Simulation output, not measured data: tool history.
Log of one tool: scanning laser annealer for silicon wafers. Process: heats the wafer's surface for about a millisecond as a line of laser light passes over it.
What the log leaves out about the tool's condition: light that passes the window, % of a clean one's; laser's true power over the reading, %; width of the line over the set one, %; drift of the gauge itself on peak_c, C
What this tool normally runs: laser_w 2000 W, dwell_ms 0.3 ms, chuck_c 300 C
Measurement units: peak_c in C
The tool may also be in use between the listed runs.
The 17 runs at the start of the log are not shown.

| run | day | laser_w | dwell_ms | chuck_c | hours of work since the window was cleaned | hours of work since the power meter was calibrated | hours of work since the optics were aligned | peak_c |
|---|---|---|---|---|---|---|---|---|
| 18 | 8.288 | 2000 | 0.3 | 304 | 295 | 446 | 369 | 1103 |
| 19 | 8.967 | 1707 | 0.3 | 300 | 305 | 456 | 379 | 948 |
| 20 | 9.521 | 1707 | 0.3 | 300 | 313 | 464 | 387 | 943 |
| 21 | 10.108 | 1832 | 0.3 | 300 | 322 | 473 | 396 | 1007 |
| 22 | 10.633 | 1832 | 0.3 | 300 | 329 | 481 | 403 | 1006 |
| 23 | 11.05 | 2000 | 0.329 | 312 | 336 | 487 | 410 | 1150 |
| 24 | 11.492 | 1812 | 0.245 | 314 | 342 | 494 | 416 | 934 |
| 25 | 12.025 | 1860 | 0.237 | 263 | 350 | 501 | 424 | 892 |
| 26 | 12.583 | 1969 | 0.237 | 287 | 358 | 510 | 432 | 965 |
| 27 | 13.242 | 1954 | 0.358 | 300 | 368 | 519 | 442 | 1154 |
| 28 | 13.888 | 1954 | 0.358 | 330 | 378 | 529 | 452 | 1183 |
| 29 | 14.362 | 2042 | 0.217 | 327 | 385 | 536 | 459 | 1002 |
| 30 | 14.758 | 2042 | 0.217 | 327 | 390 | 542 | 464 | 1002 |
| 31 | 15.412 | 2000 | 0.348 | 307 | 400 | 552 | 474 | 1172 |
| 32 | 16.025 | 2000 | 0.275 | 300 | 409 | 561 | 483 | 1052 |
| 33 | 16.412 | 1740 | 0.3 | 300 | 415 | 566 | 489 | 958 |
| 34 | 16.767 | 1740 | 0.3 | 300 | 420 | 572 | 494 | 956 |
| 35 | 17.071 | 2055 | 0.236 | 296 | 425 | 576 | 499 | 1007 |
| 36 | 17.429 | 2106 | 0.3 | 267 | 430 | 581 | 504 | 1113 |
| 37 | 18.096 | 2000 | 0.3 | 324 | 440 | 591 | 514 | 1115 |
| 38 | 18.475 | 2000 | 0.3 | 324 | 445 | 597 | 519 | 1112 |
| 39 | 18.825 | 2000 | 0.3 | 324 | 451 | 602 | 525 | 1112 |
| 40 | 19.508 | 2000 | 0.3 | 324 | 461 | 612 | 535 | 1111 |

Here are 5 independent what-if runs from the current tool condition. What would each one return?
| A | 19.988 | 1767 | 0.253 | 324 | 468 | 619 | 542 | ? |
| B | 19.988 | 1936 | 0.276 | 300 | 468 | 619 | 542 | ? |
| C | 19.988 | 2000 | 0.3 | 286 | 468 | 619 | 542 | ? |
| D | 19.988 | 1983 | 0.238 | 324 | 468 | 619 | 542 | ? |
| E | 19.988 | 2106 | 0.3 | 320 | 468 | 619 | 542 | ? |

| run | peak_c |
|---|---|
| A | 929 |
| B | 1018 |
| C | 1071 |
| D | 1002 |
| E | 1163 |
With the hidden condition removed and each run's random variation left untouched, the same runs would have given:
| run | peak_c |
|---|---|
| A | 960 |
| B | 1055 |
| C | 1112 |
| D | 1037 |
| E | 1206 |
